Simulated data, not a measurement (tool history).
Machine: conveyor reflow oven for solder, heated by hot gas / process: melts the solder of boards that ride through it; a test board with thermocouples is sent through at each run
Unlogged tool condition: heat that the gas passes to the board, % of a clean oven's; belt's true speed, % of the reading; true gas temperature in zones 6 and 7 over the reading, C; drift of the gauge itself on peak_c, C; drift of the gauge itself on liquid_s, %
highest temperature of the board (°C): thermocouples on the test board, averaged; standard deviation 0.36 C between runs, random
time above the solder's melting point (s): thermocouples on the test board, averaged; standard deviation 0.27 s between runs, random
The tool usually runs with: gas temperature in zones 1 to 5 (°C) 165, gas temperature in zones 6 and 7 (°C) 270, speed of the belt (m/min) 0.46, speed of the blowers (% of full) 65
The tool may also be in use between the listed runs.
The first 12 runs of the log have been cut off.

run,day,gas temperature in zones 1 to 5 (°C),gas temperature in zones 6 and 7 (°C),speed of the belt (m/min),speed of the blowers (% of full),hours of work since the flux was cleaned out,hours of work since the belt drive was overhauled,hours of work since the thermocouples were changed,highest temperature of the board (°C),time above the solder's melting point (s)
13,5.092,165,270,0.489,65,199,717,89,254.8,72.6
14,5.338,165,270,0.489,65,202,720,92,254.8,72.2
15,5.75,180,270,0.489,65,206,724,96,257.3,81
16,6.346,165,284,0.46,50,213,731,103,266,85.7
17,6.929,165,284,0.46,50,220,737,109,265.2,86
18,7.388,168,270,0.46,83,225,743,115,259.7,84.2
# day 7.583: belt drive overhauled, speed set with a stopwatch
19,7.908,157,270,0.47,83,229,4,119,258,76.4
20,8.475,173,270,0.46,65,235,10,125,258.1,83.9
21,9.067,173,270,0.46,65,242,17,132,257.5,83.9
22,9.504,165,277,0.509,65,246,21,136,259.6,72.7
23,10,165,270,0.493,65,252,27,142,254.4,71.6
24,10.433,165,277,0.457,75,257,32,147,265.7,87.1
25,10.767,172,270,0.519,65,261,36,151,254.3,69.8
26,11.325,178,275,0.42,54,267,42,157,263,99.2
27,11.654,152,284,0.46,65,271,46,160,267.7,83.1
28,12.25,159,278,0.46,79,277,52,167,265.9,84.2
29,12.512,165,277,0.42,61,280,55,170,265.1,94.8
30,13.029,165,263,0.46,52,286,61,176,247.1,69.2

Here are 3 independent what-if runs from the current tool condition. What would each one return?
A,13.408,165,260,0.46,86,290,65,180,?,?
B,13.408,178,285,0.46,52,290,65,180,?,?
C,13.408,165,281,0.436,65,290,65,180,?,?

run,highest temperature of the board (°C),time above the solder's melting point (s)
A,250.9,76.1
B,269,93.7
C,268.3,93
The same runs, with their run-to-run variation unchanged, on a tool lacking any hidden condition would have given:
run,highest temperature of the board (°C),time above the solder's melting point (s)
A,251,76.2
B,269.1,93.7
C,268.3,93

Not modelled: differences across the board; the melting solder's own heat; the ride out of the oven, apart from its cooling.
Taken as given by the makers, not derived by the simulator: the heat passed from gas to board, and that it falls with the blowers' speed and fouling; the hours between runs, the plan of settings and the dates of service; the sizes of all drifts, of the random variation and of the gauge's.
